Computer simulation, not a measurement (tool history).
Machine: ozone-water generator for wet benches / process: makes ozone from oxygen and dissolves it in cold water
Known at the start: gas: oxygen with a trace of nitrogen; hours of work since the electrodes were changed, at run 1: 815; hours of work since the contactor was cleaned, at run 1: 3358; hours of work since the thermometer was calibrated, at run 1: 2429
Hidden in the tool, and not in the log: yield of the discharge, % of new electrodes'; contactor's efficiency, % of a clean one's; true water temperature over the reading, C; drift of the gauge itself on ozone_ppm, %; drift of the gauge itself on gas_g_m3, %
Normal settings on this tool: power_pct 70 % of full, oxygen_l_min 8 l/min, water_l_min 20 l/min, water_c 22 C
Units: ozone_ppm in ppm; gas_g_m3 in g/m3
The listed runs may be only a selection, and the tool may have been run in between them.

run,hour,power_pct,oxygen_l_min,water_l_min,water_c,hours of work since the electrodes were changed,hours of work since the contactor was cleaned,hours of work since the thermometer was calibrated,ozone_ppm,gas_g_m3
1,0,70,8,20,22,815,3358,2429,17.9,172.1
2,35.1,70,8,20,22,846,3390,2461,18.1,173.7
3,62.2,70,9.08,20,22,870,3414,2485,18,165.1
4,87.6,70,8,20,22,893,3437,2508,18.1,173.2
5,105.2,70,8,20,22,909,3453,2524,18,173.6
6,128.8,70,8,20,22,930,3474,2545,17.7,174.2
7,143.4,70,8,20,22,943,3487,2558,18.2,177
8,159.9,70,8,19,16,958,3502,2573,21.1,173.6
9,185.4,70,8,19,16,981,3524,2595,21,174.8
10,207.7,52,6.61,15,16,1001,3544,2615,19.5,146.5
11,222.8,99,8,31,15,1014,3558,2629,18.3,233.8
12,250.9,70,8,20,20,1039,3583,2654,18.8,176.1
13,275.6,52,8,20,22,1062,3605,2676,14.3,136.7

Subtracting, for every run, the result it would have given without the tool's unlogged condition from the measured result gives the following. The same run-to-run variation enters both numbers; the gauge's scatter may not:
run,gas_g_m3
1,+0
2,+0.1
3,+0.3
4,+0.4
5,+0.6
6,+0.7
7,+0.8
8,+0.8
9,+1
10,+0.9
11,+1.6
12,+1.4
13,+1.1
ozone_ppm without the hidden state stays within 0.1 ppm of what was measured, in all runs.
